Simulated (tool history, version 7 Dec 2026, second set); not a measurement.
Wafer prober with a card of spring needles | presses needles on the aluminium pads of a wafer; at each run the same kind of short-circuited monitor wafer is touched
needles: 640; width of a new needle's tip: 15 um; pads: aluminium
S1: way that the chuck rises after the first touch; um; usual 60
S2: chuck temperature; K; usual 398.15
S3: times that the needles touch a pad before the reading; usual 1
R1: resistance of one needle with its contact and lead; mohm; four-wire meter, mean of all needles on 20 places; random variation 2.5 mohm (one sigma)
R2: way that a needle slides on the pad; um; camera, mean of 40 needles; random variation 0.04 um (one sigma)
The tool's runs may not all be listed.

Run 1, hour 0: usual settings. Result: R1 285 mohm, R2 9.62 um.
At hour 7.7: tips cleaned on abrasive film.
Run 2, hour 11.4: usual settings. Result: R1 284 mohm, R2 9.69 um.
At hour 16.4: tips cleaned on abrasive film.
At hour 24.3: tips cleaned on abrasive film.
Run 3, hour 25.6: usual settings but S1 67 um. Result: R1 281 mohm, R2 10.75 um.
At hour 32.3: tips cleaned on abrasive film.
Run 4, hour 37.3: usual settings but S1 67 um. Result: R1 278 mohm, R2 10.81 um.
At hour 40.9: tips cleaned on abrasive film.
At hour 48.7: tips cleaned on abrasive film.
At hour 56.5: tips cleaned on abrasive film.
Run 5, hour 59: usual settings but S1 67 um, S3 2. Result: R1 277 mohm, R2 10.75 um.
At hour 64.5: tips cleaned on abrasive film.
Run 6, hour 68.8: usual settings but S3 3. Result: R1 280 mohm, R2 9.66 um.
At hour 73.5: tips cleaned on abrasive film.
Run 7, hour 80.1: usual settings but S3 3. Result: R1 281 mohm, R2 9.73 um.
At hour 81.7: tips cleaned on abrasive film.
At hour 90.3: tips cleaned on abrasive film.
Run 8, hour 91.7: usual settings but S3 3. Result: R1 278 mohm, R2 9.66 um.
At hour 97.8: tips cleaned on abrasive film.
At hour 106.2: tips cleaned on abrasive film.
Run 9, hour 110.8: usual settings but S3 3. Result: R1 275 mohm, R2 9.68 um.
At hour 114: tips cleaned on abrasive film.
At hour 122.5: tips cleaned on abrasive film.
Run 10, hour 125.8: usual settings. Result: R1 282 mohm, R2 9.7 um.
At hour 131.5: tips cleaned on abrasive film.
At hour 139.7: tips cleaned on abrasive film.
Run 11, hour 141.3: usual settings. Result: R1 282 mohm, R2 9.78 um.
At hour 147.5: tips cleaned on abrasive film.
At hour 154.9: tips cleaned on abrasive film.
Run 12, hour 157.5: usual settings but S1 46 um, S2 299.15 K. Result: R1 261 mohm, R2 7.51 um.
At hour 161.6: height of the first contact set anew.
At hour 163.4: tips cleaned on abrasive film.
At hour 171.8: tips cleaned on abrasive film.
Run 13, hour 175.9: usual settings but S1 51 um, S2 308.15 K, S3 3. Result: R1 259 mohm, R2 8.2 um.
At hour 180.4: tips cleaned on abrasive film.
At hour 188.4: tips cleaned on abrasive film.
Run 14, hour 192.6: usual settings but S1 51 um, S2 308.15 K, S3 3. Result: R1 256 mohm, R2 8.3 um.
At hour 196.1: tips cleaned on abrasive film.
At hour 204: tips cleaned on abrasive film.
Run 15, hour 210.2: usual settings but S1 63 um, S2 394.15 K, S3 2. Result: R1 279 mohm, R2 10.19 um.
At hour 211.8: tips cleaned on abrasive film.
At hour 219.3: tips cleaned on abrasive film.
Run 16, hour 223.5: usual settings but S1 44 um, S2 369.15 K, S3 2. Result: R1 276 mohm, R2 7.12 um.
At hour 227.2: tips cleaned on abrasive film.
At hour 236.2: tips cleaned on abrasive film.
Run 17, hour 238.1: usual settings but S2 304.15 K. Result: R1 252 mohm, R2 9.75 um.
At hour 244.3: tips cleaned on abrasive film.
At hour 252.1: tips cleaned on abrasive film.
Run 18, hour 253.8: usual settings but S2 304.15 K. Result: R1 257 mohm, R2 9.73 um.
At hour 259.9: tips cleaned on abrasive film.
At hour 268.2: tips cleaned on abrasive film.
Run 19, hour 274.2: usual settings but S2 304.15 K. Result: R1 253 mohm, R2 9.77 um.

5 ways to go on from here, each from the tool as it stands after run 19. What would each give?
At hour 276.1: tips cleaned on abrasive film.
At hour 283.5: tips cleaned on abrasive film.
Run A, hour 283.5: usual settings but S2 338.15 K. Result: R1 ?, R2 ?.
At hour 276.1: tips cleaned on abrasive film.
At hour 283.5: tips cleaned on abrasive film.
Run B, hour 283.5: usual settings but S1 44 um, S2 335.15 K. Result: R1 ?, R2 ?.
At hour 276.1: tips cleaned on abrasive film.
At hour 283.5: tips cleaned on abrasive film.
Run C, hour 283.5: usual settings but S2 301.15 K, S3 2. Result: R1 ?, R2 ?.
At hour 276.1: tips cleaned on abrasive film.
At hour 283.5: tips cleaned on abrasive film.
Run D, hour 283.5: usual settings but S1 47 um, S2 378.15 K, S3 2. Result: R1 ?, R2 ?.
At hour 276.1: tips cleaned on abrasive film.
At hour 283.5: tips cleaned on abrasive film.
Run E, hour 283.5: usual settings but S1 48 um, S2 304.15 K. Result: R1 ?, R2 ?.

run   R1    R2
  A  262  9.75
  B  269  7.17
  C  250  9.79
  D  282  7.68
  E  253   7.8
Without the tool's hidden state the same runs would have given:
run   R1    R2
  A  262   9.6
  B  269  7.06
  C  250  9.64
  D  282  7.57
  E  253  7.68

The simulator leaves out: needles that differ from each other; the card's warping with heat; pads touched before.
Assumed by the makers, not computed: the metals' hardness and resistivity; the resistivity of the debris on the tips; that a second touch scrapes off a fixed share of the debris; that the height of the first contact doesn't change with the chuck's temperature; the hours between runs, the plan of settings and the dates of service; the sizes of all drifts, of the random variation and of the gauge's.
